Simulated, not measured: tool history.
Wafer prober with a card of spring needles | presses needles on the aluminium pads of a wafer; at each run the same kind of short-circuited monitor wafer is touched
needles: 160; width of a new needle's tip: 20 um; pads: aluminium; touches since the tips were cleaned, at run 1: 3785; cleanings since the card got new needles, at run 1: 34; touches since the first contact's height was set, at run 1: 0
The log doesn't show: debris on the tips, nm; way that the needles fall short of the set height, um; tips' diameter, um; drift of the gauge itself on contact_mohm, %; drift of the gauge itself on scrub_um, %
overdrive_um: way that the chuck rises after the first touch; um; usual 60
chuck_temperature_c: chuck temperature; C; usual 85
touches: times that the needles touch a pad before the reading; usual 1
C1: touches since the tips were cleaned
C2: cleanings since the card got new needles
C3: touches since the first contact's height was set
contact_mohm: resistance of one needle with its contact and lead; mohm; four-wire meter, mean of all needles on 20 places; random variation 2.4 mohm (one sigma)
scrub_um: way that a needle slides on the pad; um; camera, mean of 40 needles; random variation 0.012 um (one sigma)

Run 1, day 0: usual settings; C1 3785; C2 34; C3 0. Result: contact_mohm 348 mohm, scrub_um 7.64 um.
At day 0.733: tips cleaned on abrasive film.
Run 2, day 1.208: usual settings; C1 2799; C2 35; C3 7087. Result: contact_mohm 356 mohm, scrub_um 7.64 um.
At day 2.162: tips cleaned on abrasive film.
Run 3, day 2.862: usual settings; C1 4111; C2 36; C3 16780. Result: contact_mohm 373 mohm, scrub_um 7.63 um.
At day 3.575: tips cleaned on abrasive film.
Run 4, day 4.65: usual settings; C1 6323; C2 37; C3 27284. Result: contact_mohm 384 mohm, scrub_um 7.61 um.
At day 5.075: tips cleaned on abrasive film.
Run 5, day 6.204: usual settings; C1 6641; C2 38; C3 36390. Result: contact_mohm 395 mohm, scrub_um 7.61 um.
At day 6.546: tips cleaned on abrasive film.
At day 8.021: tips cleaned on abrasive film.
Run 6, day 9.038: usual settings; C1 5988; C2 40; C3 53019. Result: contact_mohm 392 mohm, scrub_um 7.62 um.
At day 9.517: tips cleaned on abrasive film.
Run 7, day 10.333: usual settings; C1 4806; C2 41; C3 60613. Result: contact_mohm 368 mohm, scrub_um 7.59 um.
At day 11.104: tips cleaned on abrasive film.
Run 8, day 11.679: usual settings; C1 3383; C2 42; C3 68504. Result: contact_mohm 368 mohm, scrub_um 7.58 um.
At day 12.546: tips cleaned on abrasive film.
At day 14.021: tips cleaned on abrasive film.
Run 9, day 14.021: usual settings but touches 2; C1 0; C2 44; C3 82234. Result: contact_mohm 280 mohm, scrub_um 7.56 um.
Run 10, day 15.325: usual settings but touches 2; C1 7667; C2 44; C3 89901. Result: contact_mohm 350 mohm, scrub_um 7.53 um.
At day 15.5: tips cleaned on abrasive film.
At day 17: tips cleaned on abrasive film.
Run 11, day 17.188: usual settings but touches 2; C1 1096; C2 46; C3 100799. Result: contact_mohm 295 mohm, scrub_um 7.54 um.
At day 18.388: tips cleaned on abrasive film.
Run 12, day 18.392: usual settings but touches 2; C1 24; C2 47; C3 107857. Result: contact_mohm 274 mohm, scrub_um 7.49 um.
At day 19.946: tips cleaned on abrasive film.
Run 13, day 20.408: usual settings but chuck_temperature_c 29 C; C1 2702; C2 48; C3 119690. Result: contact_mohm 344 mohm, scrub_um 7.52 um.

Run 14 comes next. What will it give?
At day 21.433: tips cleaned on abrasive film.
Run 14, day 22.5: usual settings but chuck_temperature_c 29 C; C1 6295; C2 49; C3 131989. Result: contact_mohm ?, scrub_um ?.

Run 14 gave contact_mohm 396 mohm, scrub_um 7.48 um.
Without the tool's hidden state the same run would have given contact_mohm 251 mohm, scrub_um 7.64 um.
